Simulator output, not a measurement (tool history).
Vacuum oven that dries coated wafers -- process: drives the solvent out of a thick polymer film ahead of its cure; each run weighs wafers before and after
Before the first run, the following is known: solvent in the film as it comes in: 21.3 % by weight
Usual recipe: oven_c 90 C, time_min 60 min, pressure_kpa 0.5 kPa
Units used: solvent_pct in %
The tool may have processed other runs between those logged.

{"run": 1, "day": 0.0, "oven_c": 90, "time_min": 60, "pressure_kpa": 0.5, "solvent_pct": 2.53}
{"run": 2, "day": 1.754, "oven_c": 90, "time_min": 60, "pressure_kpa": 0.5, "solvent_pct": 2.48}
{"run": 3, "day": 3.0, "oven_c": 90, "time_min": 60, "pressure_kpa": 0.5, "solvent_pct": 2.57}
{"run": 4, "day": 3.938, "oven_c": 96, "time_min": 60, "pressure_kpa": 0.5, "solvent_pct": 1.05}
{"run": 5, "day": 4.717, "oven_c": 90, "time_min": 60, "pressure_kpa": 0.481, "solvent_pct": 2.55}
{"run": 6, "day": 5.621, "oven_c": 90, "time_min": 60, "pressure_kpa": 0.695, "solvent_pct": 2.59}
{"run": 7, "day": 7.188, "oven_c": 93, "time_min": 60, "pressure_kpa": 0.5, "solvent_pct": 1.74}
{"run": 8, "day": 8.283, "oven_c": 90, "time_min": 60, "pressure_kpa": 0.275, "solvent_pct": 2.44}
{"run": 9, "day": 9.117, "oven_c": 90, "time_min": 38, "pressure_kpa": 0.5, "solvent_pct": 4.94}
{"run": 10, "day": 10.062, "oven_c": 90, "time_min": 38, "pressure_kpa": 0.5, "solvent_pct": 4.99}
{"run": 11, "day": 11.117, "oven_c": 90, "time_min": 38, "pressure_kpa": 0.5, "solvent_pct": 4.99}
{"run": 12, "day": 11.862, "oven_c": 87, "time_min": 77, "pressure_kpa": 0.356, "solvent_pct": 2.37}
{"run": 13, "day": 12.775, "oven_c": 102, "time_min": 60, "pressure_kpa": 0.273, "solvent_pct": 0.3}
{"run": 14, "day": 14.083, "oven_c": 102, "time_min": 60, "pressure_kpa": 0.273, "solvent_pct": 0.31}
{"run": 15, "day": 15.808, "oven_c": 102, "time_min": 60, "pressure_kpa": 0.273, "solvent_pct": 0.41}
{"run": 16, "day": 16.638, "oven_c": 102, "time_min": 60, "pressure_kpa": 0.273, "solvent_pct": 0.4}
{"run": 17, "day": 18.121, "oven_c": 102, "time_min": 60, "pressure_kpa": 0.273, "solvent_pct": 0.43}
{"run": 18, "day": 19.317, "oven_c": 80, "time_min": 100, "pressure_kpa": 1.012, "solvent_pct": 3.85}
{"run": 19, "day": 21.1, "oven_c": 90, "time_min": 59, "pressure_kpa": 0.5, "solvent_pct": 2.42}
{"run": 20, "day": 22.454, "oven_c": 100, "time_min": 60, "pressure_kpa": 0.816, "solvent_pct": 0.67}

Each row is a separate what-if for the run after 20, all from the same tool condition, not one after another. Results?
{"run": "A", "day": 23.712, "oven_c": 100, "time_min": 73, "pressure_kpa": 0.816, "solvent_pct": "?"}
{"run": "B", "day": 23.712, "oven_c": 102, "time_min": 60, "pressure_kpa": 0.688, "solvent_pct": "?"}
{"run": "C", "day": 23.712, "oven_c": 77, "time_min": 60, "pressure_kpa": 1.076, "solvent_pct": "?"}

run=A solvent_pct=0.46
run=B solvent_pct=0.47
run=C solvent_pct=8.12
Without the tool's hidden state the same runs would have given:
run=A solvent_pct=0.42
run=B solvent_pct=0.45
run=C solvent_pct=8.82
